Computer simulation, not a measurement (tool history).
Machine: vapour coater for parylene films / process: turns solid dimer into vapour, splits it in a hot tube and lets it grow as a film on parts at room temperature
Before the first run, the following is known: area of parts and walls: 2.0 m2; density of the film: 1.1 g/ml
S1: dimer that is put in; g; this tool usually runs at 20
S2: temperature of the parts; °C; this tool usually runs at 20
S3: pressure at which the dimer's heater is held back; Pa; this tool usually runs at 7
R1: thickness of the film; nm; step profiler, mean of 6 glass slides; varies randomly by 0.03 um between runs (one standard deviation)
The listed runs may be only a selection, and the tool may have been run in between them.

run	hour	S1	S2	S3	R1
1	0	20	20	7	5320
2	12.7	20	20	7	5290
3	26.4	20	20	7	5260
4	42.6	20	20	7	5330
# hour 51.4: trap's valve overhauled
5	63	20	20	7	5550
6	76.4	20	20	7	5500
7	91.2	20	20	7	5480
8	100.6	20	20	7	5470
9	110.3	20	20	7	5470
10	124.7	20	20	7	5480
11	141.8	20	20	7	5460
12	150.8	20	20	7	5470
13	166.5	20	20	7	5470
14	179.4	28	20	7	7600
15	188.7	28	20	7	7550
16	196.3	16	21	3.3	4790
17	209.5	20	14	7	6720
18	226	20	14	7	6730
19	244.8	13	24	7	3040
20	257.6	20	27	5.66	4340
21	268.7	16	18	11.32	4180
22	278.9	22	16	7	6720
23	291.8	22	16	7	6740
24	303	22	16	7	6810
25	315.1	27	19	3.74	8310
26	331	13	23	7.48	3080
# hour 342.5: trap's valve overhauled
27	348.7	20	32	2.51	4350

3 options for the next run, each taken on its own from the tool as it stands now. Forecast them:
A	363.1	15	20	4.21	?
B	363.1	20	21	2.77	?
C	363.1	19	32	8.29	?

run	R1
A	4590
B	6380
C	3320
With the hidden condition removed and each run's random variation left untouched, the same runs would have given:
run	R1
A	4580
B	6380
C	3320

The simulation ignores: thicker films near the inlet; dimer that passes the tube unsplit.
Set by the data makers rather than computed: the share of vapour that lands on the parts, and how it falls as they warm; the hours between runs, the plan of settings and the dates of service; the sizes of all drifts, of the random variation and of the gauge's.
